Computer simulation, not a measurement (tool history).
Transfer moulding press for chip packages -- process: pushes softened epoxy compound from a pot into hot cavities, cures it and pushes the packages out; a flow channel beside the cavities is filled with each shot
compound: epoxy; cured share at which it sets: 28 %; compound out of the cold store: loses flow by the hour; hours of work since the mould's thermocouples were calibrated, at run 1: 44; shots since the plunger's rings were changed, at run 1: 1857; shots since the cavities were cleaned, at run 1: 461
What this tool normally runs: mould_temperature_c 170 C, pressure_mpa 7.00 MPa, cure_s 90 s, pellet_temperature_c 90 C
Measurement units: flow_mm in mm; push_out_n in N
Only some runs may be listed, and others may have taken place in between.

| run | hour | mould_temperature_c | pressure_mpa | cure_s | pellet_temperature_c | hours of work since the mould's thermocouples were calibrated | shots since the plunger's rings were changed | shots since the cavities were cleaned | incoming compound's hours out of the cold store | flow_mm | push_out_n |
|---|---|---|---|---|---|---|---|---|---|---|---|
| 1 | 0.0 | 170 | 7.00 | 90 | 90 | 44 | 1857 | 461 | 18.3 | 843 | 835 |
| 2 | 6.5 | 170 | 7.00 | 90 | 86 | 48 | 1936 | 540 | 42.8 | 762 | 871 |
|  | 15.1 | cavities cleaned with cleaning compound and waxed |
| 3 | 16.2 | 170 | 7.00 | 90 | 86 | 54 | 2037 | 14 | 24.2 | 820 | 972 |
| 4 | 25.3 | 170 | 8.73 | 90 | 90 | 60 | 2148 | 125 | 45.4 | 847 | 921 |
| 5 | 32.4 | 170 | 7.11 | 90 | 90 | 65 | 2236 | 213 | 36.9 | 788 | 922 |
| 6 | 41.3 | 170 | 7.11 | 90 | 90 | 71 | 2344 | 321 | 38.3 | 784 | 974 |
| 7 | 56.1 | 170 | 7.11 | 90 | 90 | 81 | 2525 | 502 | 35.3 | 783 | 942 |
|  | 68.2 | cavities cleaned with cleaning compound and waxed |
| 8 | 68.2 | 170 | 7.11 | 90 | 90 | 89 | 2655 | 0 | 42.4 | 767 | 594 |
|  | 72.4 | cavities cleaned with cleaning compound and waxed, once more |
| 9 | 84.0 | 170 | 7.11 | 94 | 90 | 99 | 2831 | 142 | 17.8 | 837 | 707 |
| 10 | 91.6 | 170 | 7.11 | 94 | 90 | 104 | 2924 | 235 | 32.0 | 795 | 691 |
| 11 | 101.8 | 170 | 7.11 | 94 | 90 | 111 | 3049 | 360 | 27.5 | 809 | 784 |
| 12 | 111.1 | 170 | 7.00 | 75 | 90 | 117 | 3162 | 473 | 41.3 | 760 | 1220 |
|  | 125.0 | cavities cleaned with cleaning compound and waxed |
| 13 | 126.7 | 170 | 7.00 | 75 | 90 | 127 | 3335 | 21 | 47.0 | 745 | 939 |
| 14 | 135.3 | 170 | 7.00 | 75 | 90 | 133 | 3441 | 127 | 26.1 | 802 | 1066 |
| 15 | 147.3 | 168 | 7.00 | 75 | 96 | 142 | 3588 | 274 | 11.0 | 859 | 1414 |
| 16 | 156.9 | 168 | 7.00 | 75 | 96 | 148 | 3705 | 391 | 13.5 | 853 | 1486 |
| 17 | 164.5 | 170 | 8.42 | 77 | 93 | 153 | 3799 | 485 | 9.1 | 940 | 1260 |
|  | 177.1 | cavities cleaned with cleaning compound and waxed |
| 18 | 179.5 | 170 | 8.42 | 77 | 93 | 163 | 3964 | 29 | 15.2 | 915 | 934 |
| 19 | 186.9 | 162 | 5.96 | 101 | 87 | 168 | 4054 | 119 | 23.4 | 787 | 1026 |
| 20 | 200.8 | 162 | 5.96 | 92 | 84 | 178 | 4225 | 290 | 38.0 | 742 | 1377 |
| 21 | 207.4 | 162 | 5.96 | 92 | 89 | 182 | 4305 | 370 | 25.0 | 779 | 1450 |
| 22 | 221.3 | 166 | 7.00 | 90 | 90 | 192 | 4476 | 541 | 17.6 | 845 | 1175 |
|  | 229.8 | cavities cleaned with cleaning compound and waxed |
| 23 | 233.1 | 163 | 6.20 | 96 | 98 | 199 | 4601 | 39 | 16.4 | 804 | 1016 |
| 24 | 245.4 | 165 | 6.92 | 130 | 97 | 207 | 4752 | 190 | 37.7 | 777 | 575 |
| 25 | 260.6 | 165 | 6.92 | 130 | 97 | 218 | 4939 | 377 | 39.4 | 769 | 635 |
| 26 | 267.2 | 170 | 7.03 | 90 | 89 | 222 | 5019 | 457 | 24.4 | 801 | 833 |
|  | 271.2 | plunger's sealing rings changed |
| 27 | 276.9 | 175 | 7.03 | 90 | 84 | 227 | 71 | 546 | 17.9 | 833 | 678 |
|  | 285.1 | cavities cleaned with cleaning compound and waxed |
| 28 | 289.9 | 167 | 7.59 | 99 | 93 | 235 | 212 | 60 | 30.1 | 861 | 647 |

Here are 3 independent what-if runs from the current tool condition. What would each one return?
| A | 302.6 | 170 | 8.63 | 88 | 90 | 244 | 366 | 214 | 13.8 | ? | ? |
| B | 302.6 | 167 | 7.07 | 104 | 93 | 244 | 366 | 214 | 36.8 | ? | ? |
| C | 302.6 | 167 | 7.00 | 76 | 90 | 244 | 366 | 214 | 45.8 | ? | ? |

| run | flow_mm | push_out_n |
|---|---|---|
| A | 956 | 807 |
| B | 805 | 676 |
| C | 780 | 1301 |
Had the tool no hidden state, the same runs would have come out as:
| run | flow_mm | push_out_n |
|---|---|---|
| A | 964 | 679 |
| B | 812 | 563 |
| C | 787 | 1096 |
